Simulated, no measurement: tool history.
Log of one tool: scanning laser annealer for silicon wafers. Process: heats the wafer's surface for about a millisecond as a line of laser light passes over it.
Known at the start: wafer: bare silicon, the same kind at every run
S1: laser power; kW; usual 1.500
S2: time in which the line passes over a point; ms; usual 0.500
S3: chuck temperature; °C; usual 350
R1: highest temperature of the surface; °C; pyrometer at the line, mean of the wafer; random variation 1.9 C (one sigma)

run,day,S1,S2,S3,R1
1,0.000,1.500,0.500,350,1193
2,2.483,1.500,0.500,350,1193
3,4.758,1.500,0.500,350,1192
4,6.800,1.500,0.500,350,1195
5,9.496,1.541,0.500,350,1210
6,11.642,1.541,0.500,350,1215
7,14.225,1.541,0.500,350,1213
8,15.554,1.541,0.500,350,1213
9,17.346,1.500,0.500,350,1193
10,18.625,1.500,0.500,350,1187
11,21.188,1.410,0.500,350,1143
# day 22.262: window over the wafer cleaned
12,23.021,1.500,0.418,350,1108
13,24.612,1.500,0.500,350,1191
14,27.154,1.500,0.500,350,1190
15,28.996,1.500,0.500,350,1190
16,31.029,1.482,0.500,350,1184
17,32.783,1.482,0.500,350,1179
18,35.646,1.482,0.500,350,1185
19,38.662,1.500,0.500,350,1191
20,41.254,1.604,0.500,350,1242
21,43.108,1.604,0.500,389,1289
# day 44.617: optics aligned, line set to its width
22,44.762,1.592,0.618,310,1313
23,46.279,1.592,0.618,321,1328
24,48.217,1.592,0.618,321,1326
25,49.696,1.482,0.521,346,1197
26,51.325,1.482,0.521,346,1197
27,54.038,1.482,0.521,346,1195
28,57.079,1.476,0.575,315,1212
29,58.388,1.476,0.575,315,1213
30,60.817,1.476,0.575,315,1214
31,62.688,1.476,0.575,315,1211
# day 63.283: window over the wafer cleaned
32,65.512,1.476,0.356,337,1017
33,67.925,1.476,0.538,373,1241
34,71.033,1.367,0.361,385,1023
35,73.383,1.500,0.452,350,1148
36,75.550,1.479,0.452,374,1158
37,77.096,1.327,0.391,337,989
38,79.379,1.534,0.537,327,1222
39,81.329,1.325,0.578,349,1165
40,83.325,1.494,0.574,350,1258
41,85.358,1.396,0.363,315,972
42,87.238,1.406,0.447,315,1060

Forecast each of these 3 alternatives for the next run:
A,89.838,1.575,0.447,330,?
B,89.838,1.364,0.447,315,?
C,89.838,1.321,0.535,350,?

run,R1
A,1155
B,1035
C,1129
Without the tool's hidden state the same runs would have given:
run,R1
A,1155
B,1036
C,1129
